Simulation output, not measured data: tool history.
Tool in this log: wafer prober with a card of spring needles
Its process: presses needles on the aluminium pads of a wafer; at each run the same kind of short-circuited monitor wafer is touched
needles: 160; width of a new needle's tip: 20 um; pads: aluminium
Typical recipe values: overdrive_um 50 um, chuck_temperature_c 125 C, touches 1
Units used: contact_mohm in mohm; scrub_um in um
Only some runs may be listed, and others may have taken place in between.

| run | day | overdrive_um | chuck_temperature_c | touches | contact_mohm | scrub_um |
|---|---|---|---|---|---|---|
| 1 | 0.000 | 50 | 125 | 1 | 335 | 9.21 |
|  | 0.350 | tips cleaned on abrasive film |
|  | 1.204 | tips cleaned on abrasive film |
|  | 2.075 | tips cleaned on abrasive film |
| 2 | 2.433 | 50 | 51 | 1 | 317 | 9.14 |
|  | 2.858 | tips cleaned on abrasive film |
|  | 3.679 | tips cleaned on abrasive film |
| 3 | 3.996 | 50 | 51 | 1 | 302 | 9.23 |
|  | 4.562 | tips cleaned on abrasive film |
|  | 5.433 | tips cleaned on abrasive film |
| 4 | 6.075 | 50 | 51 | 1 | 343 | 9.19 |
|  | 6.242 | tips cleaned on abrasive film |
|  | 7.100 | tips cleaned on abrasive film |
|  | 7.988 | tips cleaned on abrasive film |
| 5 | 8.383 | 50 | 51 | 1 | 317 | 9.06 |
|  | 8.758 | tips cleaned on abrasive film |
|  | 9.533 | tips cleaned on abrasive film |
|  | 10.325 | tips cleaned on abrasive film |
|  | 10.483 | height of the first contact set anew |
| 6 | 10.533 | 50 | 51 | 1 | 281 | 9.34 |
|  | 11.171 | tips cleaned on abrasive film |
|  | 11.996 | tips cleaned on abrasive film |
| 7 | 12.658 | 50 | 51 | 1 | 339 | 9.36 |
|  | 12.850 | tips cleaned on abrasive film |
|  | 13.675 | tips cleaned on abrasive film |
| 8 | 14.175 | 50 | 55 | 1 | 333 | 9.27 |
|  | 14.546 | tips cleaned on abrasive film |
|  | 15.404 | tips cleaned on abrasive film |
| 9 | 16.146 | 32 | 125 | 1 | 547 | 5.97 |
|  | 16.338 | tips cleaned on abrasive film |
|  | 17.196 | tips cleaned on abrasive film |
|  | 18.033 | tips cleaned on abrasive film |
| 10 | 18.642 | 50 | 125 | 1 | 355 | 9.29 |
|  | 18.796 | tips cleaned on abrasive film |
|  | 19.617 | tips cleaned on abrasive film |
|  | 20.483 | tips cleaned on abrasive film |
| 11 | 20.483 | 50 | 125 | 1 | 249 | 9.29 |
|  | 21.421 | tips cleaned on abrasive film |
| 12 | 21.642 | 50 | 125 | 1 | 315 | 9.21 |
|  | 22.350 | tips cleaned on abrasive film |
|  | 23.196 | tips cleaned on abrasive film |
|  | 24.079 | tips cleaned on abrasive film |
| 13 | 24.325 | 50 | 125 | 1 | 316 | 9.15 |
|  | 24.892 | tips cleaned on abrasive film |
|  | 25.758 | tips cleaned on abrasive film |
| 14 | 25.946 | 50 | 125 | 1 | 301 | 9.24 |
|  | 26.558 | tips cleaned on abrasive film |
| 15 | 27.267 | 34 | 47 | 1 | 536 | 6.11 |
|  | 27.458 | tips cleaned on abrasive film |
|  | 28.212 | tips cleaned on abrasive film |
|  | 29.154 | tips cleaned on abrasive film |
| 16 | 29.221 | 34 | 31 | 1 | 310 | 6.14 |

The next listed run, before its measurement:
|  | 30.012 | tips cleaned on abrasive film |
|  | 30.800 | tips cleaned on abrasive film |
|  | 31.700 | tips cleaned on abrasive film |
| 17 | 31.700 | 42 | 43 | 1 | ? | ? |

{"run 17": {"contact_mohm": 251, "scrub_um": 7.63}}
Had the tool carried no hidden state, the very same run would have given contact_mohm 219 mohm, scrub_um 7.93 um.
